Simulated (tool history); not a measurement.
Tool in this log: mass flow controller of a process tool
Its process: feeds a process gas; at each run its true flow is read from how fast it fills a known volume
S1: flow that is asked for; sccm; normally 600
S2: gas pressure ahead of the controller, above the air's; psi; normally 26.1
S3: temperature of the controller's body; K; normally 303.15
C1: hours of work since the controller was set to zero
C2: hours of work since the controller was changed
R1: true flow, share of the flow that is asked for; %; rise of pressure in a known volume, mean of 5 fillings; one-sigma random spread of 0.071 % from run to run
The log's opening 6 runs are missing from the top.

run    hour   S1    S2      S3    C1    C2     R1
  7   488.2  600  35.2  303.15   899   899  99.62
  8   538.4  600  35.2  303.15   936   936  99.51
  9   599.2  741  26.1  303.15   980   980  99.93
 10     655  741  26.1  303.15  1021  1021  99.93
 11     755  741  26.1  303.15  1095  1095  99.89
 12   840.3  741  26.1  303.15  1158  1158  99.75
 13   951.7  600  21.3  303.15  1240  1240  99.98
 14  1058.6  600  21.3  303.15  1319  1319  99.91
 15  1158.3  600  21.3  303.15  1392  1392   99.9
 16  1214.4  600  21.3  303.15  1434  1434   99.8
 17  1327.9  600  21.3  303.15  1517  1517  99.85
 18  1396.8  600  21.3  303.15  1568  1568  99.89
 19  1477.9  600  21.3  303.15  1628  1628  99.84
 20  1594.5  600  21.3  303.15  1714  1714  99.78
     1600.4  -- controller's zero set anew
 21  1677.9  837  21.3  303.15    57  1775  99.75
       1772  -- controller's zero set anew, once more
 22    1773  110  35.7  297.15     1  1845  98.51
 23  1867.3  304    37  295.15    70  1914  98.52
 24  1979.8  163  26.1  298.15   153  1997  98.98
 25  2052.8  172  26.1  298.15   207  2051  99.02
 26  2165.3  172  26.1  298.15   290  2134  99.08
 27  2277.8  600  21.6  303.15   373  2217  99.43
 28  2360.4  600  21.6  303.15   434  2277  99.36
 29  2475.8  600  25.5  310.15   519  2363  99.49
 30  2530.4  254  36.3  293.15   559  2403  98.21

Estimate the outcome of run 31 from the log above:
 31  2626.3  259  27.8  301.15  630  2473   ?

For run 31 the tool returned R1 98.92 %.
The same run, on a tool lacking any hidden state, would have yielded R1 99.75 %.
